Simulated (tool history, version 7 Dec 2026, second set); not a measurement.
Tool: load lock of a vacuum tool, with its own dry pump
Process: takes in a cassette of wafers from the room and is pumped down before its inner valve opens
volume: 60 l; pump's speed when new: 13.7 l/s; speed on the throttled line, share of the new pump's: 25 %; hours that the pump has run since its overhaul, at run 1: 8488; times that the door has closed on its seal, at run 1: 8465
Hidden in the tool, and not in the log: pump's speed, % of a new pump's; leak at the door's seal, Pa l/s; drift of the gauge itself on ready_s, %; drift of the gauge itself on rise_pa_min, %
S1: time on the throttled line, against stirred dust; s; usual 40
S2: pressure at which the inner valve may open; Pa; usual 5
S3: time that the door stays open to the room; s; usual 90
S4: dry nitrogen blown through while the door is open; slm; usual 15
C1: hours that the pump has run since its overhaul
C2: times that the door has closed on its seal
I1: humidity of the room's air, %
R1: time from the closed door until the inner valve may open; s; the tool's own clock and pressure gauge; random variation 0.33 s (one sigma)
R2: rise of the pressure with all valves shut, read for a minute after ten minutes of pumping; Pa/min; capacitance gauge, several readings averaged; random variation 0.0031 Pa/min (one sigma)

Run 1, day 0.000: usual settings; C1 8488; C2 8465; I1 45.0. Result: R1 77.7 s, R2 0.081 Pa/min.
Run 2, day 5.842: usual settings but S4 7 slm; C1 8628; C2 8724; I1 38.2. Result: R1 77.2 s, R2 0.088 Pa/min.
Run 3, day 13.921: usual settings but S4 7 slm; C1 8822; C2 9083; I1 41.5. Result: R1 77.6 s, R2 0.095 Pa/min.
Run 4, day 17.529: usual settings but S4 7 slm; C1 8909; C2 9243; I1 45.5. Result: R1 78.1 s, R2 0.100 Pa/min.
Run 5, day 21.375: usual settings but S2 9 Pa; C1 9001; C2 9414; I1 45.9. Result: R1 74.6 s, R2 0.092 Pa/min.
Run 6, day 29.525: usual settings but S2 9 Pa; C1 9197; C2 9776; I1 44.8. Result: R1 74.3 s, R2 0.085 Pa/min.
Run 7, day 33.462: usual settings but S4 28 slm; C1 9291; C2 9951; I1 42.7. Result: R1 78.1 s, R2 0.077 Pa/min.
Run 8, day 40.842: usual settings but S4 28 slm; C1 9468; C2 10279; I1 44.0. Result: R1 77.3 s, R2 0.073 Pa/min.
Run 9, day 47.479: usual settings but S1 72 s; C1 9628; C2 10573; I1 43.2. Result: R1 101.4 s, R2 0.089 Pa/min.
Run 10, day 54.517: usual settings but S4 19 slm; C1 9797; C2 10886; I1 46.2. Result: R1 77.1 s, R2 0.097 Pa/min.
Run 11, day 62.271: usual settings but S4 19 slm; C1 9983; C2 11230; I1 43.5. Result: R1 78.2 s, R2 0.092 Pa/min.
Run 12, day 66.262: usual settings but S4 19 slm; C1 10079; C2 11407; I1 44.7. Result: R1 78.3 s, R2 0.089 Pa/min.
Run 13, day 73.350: usual settings but S4 19 slm; C1 10249; C2 11722; I1 45.7. Result: R1 77.9 s, R2 0.096 Pa/min.
Run 14, day 77.600: usual settings but S1 52 s; C1 10351; C2 11911; I1 44.6. Result: R1 87.0 s, R2 0.092 Pa/min.
Run 15, day 82.629: usual settings but S1 52 s; C1 10471; C2 12134; I1 46.6. Result: R1 87.3 s, R2 0.101 Pa/min.
Run 16, day 90.512: usual settings but S1 52 s; C1 10661; C2 12484; I1 48.5. Result: R1 86.8 s, R2 0.109 Pa/min.
Run 17, day 94.104: usual settings but S1 52 s; C1 10747; C2 12644; I1 44.7. Result: R1 87.1 s, R2 0.101 Pa/min.
Run 18, day 97.675: usual settings but S1 33 s; C1 10832; C2 12802; I1 46.8. Result: R1 73.1 s, R2 0.103 Pa/min.
Run 19, day 106.054: usual settings but S1 33 s; C1 11034; C2 13175; I1 46.2. Result: R1 73.1 s, R2 0.109 Pa/min.
Run 20, day 111.638: usual settings but S2 7 Pa, S4 10 slm; C1 11168; C2 13422; I1 50.4. Result: R1 76.5 s, R2 0.120 Pa/min.
Run 21, day 117.229: usual settings but S2 10 Pa, S4 10 slm; C1 11302; C2 13671; I1 45.1. Result: R1 74.7 s, R2 0.117 Pa/min.
Run 22, day 125.246: usual settings but S2 10 Pa, S4 10 slm; C1 11494; C2 14027; I1 44.7. Result: R1 74.7 s, R2 0.116 Pa/min.
Run 23, day 131.996: usual settings but S1 53 s, S2 9 Pa, S3 79 s, S4 18 slm; C1 11656; C2 14327; I1 50.2. Result: R1 84.6 s, R2 0.107 Pa/min.
Run 24, day 138.088: usual settings but S1 56 s, S2 4 Pa; C1 11802; C2 14597; I1 45.8. Result: R1 91.6 s, R2 0.113 Pa/min.
Run 25, day 142.846: usual settings but S1 49 s, S2 6 Pa, S4 27 slm; C1 11917; C2 14808; I1 45.0. Result: R1 84.4 s, R2 0.098 Pa/min.
Run 26, day 149.192: usual settings but S1 74 s, S2 9 Pa, S3 132 s, S4 28 slm; C1 12069; C2 15090; I1 42.6. Result: R1 100.3 s, R2 0.108 Pa/min.
Run 27, day 153.712: usual settings but S1 44 s, S2 7 Pa, S3 54 s, S4 10 slm; C1 12177; C2 15291; I1 47.2. Result: R1 80.0 s, R2 0.114 Pa/min.
Run 28, day 159.729: usual settings but S1 66 s, S2 7 Pa, S3 54 s; C1 12322; C2 15558; I1 43.9. Result: R1 96.0 s, R2 0.102 Pa/min.
Run 29, day 166.567: usual settings but S1 71 s, S2 7 Pa, S3 54 s; C1 12486; C2 15862; I1 44.9. Result: R1 99.1 s, R2 0.111 Pa/min.
Run 30, day 174.692: usual settings but S1 71 s, S2 7 Pa, S3 54 s; C1 12681; C2 16222; I1 44.5. Result: R1 99.2 s, R2 0.112 Pa/min.
Run 31, day 180.654: usual settings but S1 69 s, S2 7 Pa, S4 11 slm; C1 12824; C2 16487; I1 46.3. Result: R1 98.6 s, R2 0.129 Pa/min.
Run 32, day 184.246: usual settings but S1 53 s, S3 29 s, S4 24 slm; C1 12910; C2 16647; I1 42.9. Result: R1 88.0 s, R2 0.088 Pa/min.
Run 33, day 187.742: usual settings but S1 53 s, S3 29 s, S4 24 slm; C1 12994; C2 16802; I1 43.9. Result: R1 88.0 s, R2 0.098 Pa/min.
Run 34, day 192.996: usual settings but S1 24 s, S2 6 Pa, S3 79 s, S4 14 slm; C1 13120; C2 17035; I1 45.8. Result: R1 66.3 s, R2 0.122 Pa/min.
Run 35, day 199.492: usual settings but S1 37 s, S2 9 Pa, S3 97 s, S4 5 slm; C1 13276; C2 17324; I1 42.8. Result: R1 73.7 s, R2 0.140 Pa/min.
Run 36, day 205.604: usual settings but S2 6 Pa, S3 92 s; C1 13423; C2 17595; I1 46.8. Result: R1 78.3 s, R2 0.136 Pa/min.
Run 37, day 214.075: usual settings but S1 54 s, S3 113 s, S4 17 slm; C1 13626; C2 17972; I1 44.4. Result: R1 88.8 s, R2 0.128 Pa/min.

3 ways to go on from here, each from the tool as it stands after run 37. What would each give?
Run A, day 217.604: usual settings but S1 54 s, S3 136 s, S4 4 slm; C1 13711; C2 18128; I1 46.6. Result: R1 ?, R2 ?.
Run B, day 217.604: usual settings but S1 54 s, S2 6 Pa, S3 113 s, S4 17 slm; C1 13711; C2 18128; I1 42.6. Result: R1 ?, R2 ?.
Run C, day 217.604: usual settings but S2 4 Pa, S3 43 s; C1 13711; C2 18128; I1 44.3. Result: R1 ?, R2 ?.

run    R1     R2
  A  89.8  0.171
  B  88.2  0.130
  C  81.0  0.113
Without the tool's hidden state the same runs would have given:
run    R1     R2
  A  85.2  0.098
  B  83.9  0.057
  C  75.7  0.040
